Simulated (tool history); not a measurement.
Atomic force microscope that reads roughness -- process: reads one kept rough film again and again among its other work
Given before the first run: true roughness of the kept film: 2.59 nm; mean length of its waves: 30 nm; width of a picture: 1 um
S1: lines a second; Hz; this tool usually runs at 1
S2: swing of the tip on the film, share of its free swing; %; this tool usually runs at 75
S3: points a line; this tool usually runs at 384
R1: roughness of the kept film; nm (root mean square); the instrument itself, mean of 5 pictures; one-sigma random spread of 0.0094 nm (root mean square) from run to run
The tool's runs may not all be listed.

run	hour	S1	S2	S3	R1
1	0	1	75	384	2.126
2	13.1	1	75	477	2.147
3	30.9	1	75	477	2.142
4	47.6	1	75	384	2.148
# hour 60: new tip fitted
5	60.7	1.6	75	384	2.052
6	75	1.6	75	384	2.035
7	89.5	1.6	75	384	2.059
8	105.2	1	75	384	2.143
9	124	1	75	384	2.126
10	136.8	3.93	75	384	1.753
# hour 141.3: new tip fitted
11	154.3	3.93	75	384	1.768
12	166.3	3.93	75	384	1.769
13	179.1	3.93	75	384	1.758
14	190.4	3.93	75	384	1.744
15	199.6	1	75	384	2.127
16	208.5	1	75	471	2.142
# hour 221.9: new tip fitted
17	223.1	1	57	384	2.252
18	241.5	1	57	384	2.253
19	251	1	75	728	2.157
20	268.1	1	75	728	2.142
21	279.6	1	60	384	2.236
22	290	1	60	384	2.237
# hour 302: new tip fitted
23	303.6	1.72	60	384	2.189
24	314.1	1.72	60	384	2.201
25	329.6	1	75	560	2.144
26	342	1	75	560	2.139
27	360.6	3.15	75	720	1.849
# hour 382: new tip fitted
28	382.4	3.15	75	720	1.86
29	391.2	3.15	75	720	1.847
30	409	0.93	61	333	2.206
31	425.5	1.01	61	333	2.23
32	436	1.13	64	384	2.204
33	449.5	1.13	87	384	1.989
# hour 462.2: new tip fitted
34	463	0.64	58	940	2.269
35	479.5	2.18	75	384	1.97
36	496.4	0.89	75	755	2.168
37	512.3	1.86	84	329	1.858
38	526.2	1.78	85	397	1.872
# hour 543.5: new tip fitted
39	548.4	2.26	85	769	1.784
40	561.9	2.26	85	769	1.789
41	573.2	1.38	89	535	1.908
42	592.4	2.52	74	529	1.926
43	608.7	2.34	61	824	2.129
# hour 624.7: new tip fitted
44	627.1	2.34	61	824	2.153
45	641.2	2.32	89	304	1.68
46	659.6	1.15	56	304	2.234
47	672.6	1.15	56	304	2.231
48	688.7	3.62	74	384	1.813
# hour 705.4: new tip fitted
49	710.3	3.62	74	384	1.812
50	727.2	2.07	63	384	2.144
51	747.9	2.07	63	384	2.143
52	759	1	82	297	2.066

Each row is a separate what-if for the run after 52, all from the same tool condition, not one after another. Results?
A	767.8	1.17	82	297	?
B	767.8	1	75	500	?
C	767.8	0.61	68	757	?
D	767.8	1	78	551	?

run	R1
A	2.016
B	2.137
C	2.252
D	2.122
What these runs would have given with no unlogged condition in the tool:
run	R1
A	2.022
B	2.142
C	2.258
D	2.128
